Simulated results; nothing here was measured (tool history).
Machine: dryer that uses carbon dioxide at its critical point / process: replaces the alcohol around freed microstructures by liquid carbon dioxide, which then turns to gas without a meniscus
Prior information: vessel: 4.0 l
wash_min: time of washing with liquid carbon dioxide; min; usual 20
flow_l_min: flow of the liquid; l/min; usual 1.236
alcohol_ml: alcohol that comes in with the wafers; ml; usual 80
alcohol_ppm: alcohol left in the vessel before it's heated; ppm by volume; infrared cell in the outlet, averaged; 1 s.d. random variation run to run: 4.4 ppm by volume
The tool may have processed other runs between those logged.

run   hour  wash_min  flow_l_min  alcohol_ml  alcohol_ppm
  1    0.0        20       1.236          80          173
  2   29.9        20       1.236          80          178
  3   52.1        20       1.236          80          177
  4   84.7        20       1.236          37          100
  5  113.6        20       1.236          37          111
     129.4  -- inlet filter changed
  6  154.0        18       1.236          80          247
  7  177.8        20       1.236          80          156
  8  194.5        20       1.236          80          161
  9  226.2        20       1.236          80          163
 10  242.9        20       1.236          80          161
 11  275.4        20       1.236          80          172
 12  312.6        20       1.236          80          176
 13  340.8        20       1.236          80          165
 14  367.1        20       1.236          80          184
 15  399.9        20       1.236          80          180
 16  435.1        20       1.236          80          185
 17  458.2        20       1.236          80          190
 18  485.5        20       1.236          80          200
 19  520.3        20       1.236          80          192
 20  557.9        20       1.236          80          203
 21  586.4        20       1.236          80          206
 22  616.7        20       1.590          80          111
 23  638.7        20       1.590          80           95
 24  660.3        15       0.870          99         1854
 25  690.4        15       0.870          99         1867
 26  709.7        21       1.236          84          198
 27  731.4        20       1.236          27          126
 28  752.1        20       2.050          24           65

Estimate the outcome of run 29 from the log above:
 29  773.8        32       1.080          34            ?

For run 29 the tool returned alcohol_ppm 72 ppm by volume.
If the tool had no hidden condition, the same run with the same run-to-run variation would have returned alcohol_ppm 11 ppm by volume.

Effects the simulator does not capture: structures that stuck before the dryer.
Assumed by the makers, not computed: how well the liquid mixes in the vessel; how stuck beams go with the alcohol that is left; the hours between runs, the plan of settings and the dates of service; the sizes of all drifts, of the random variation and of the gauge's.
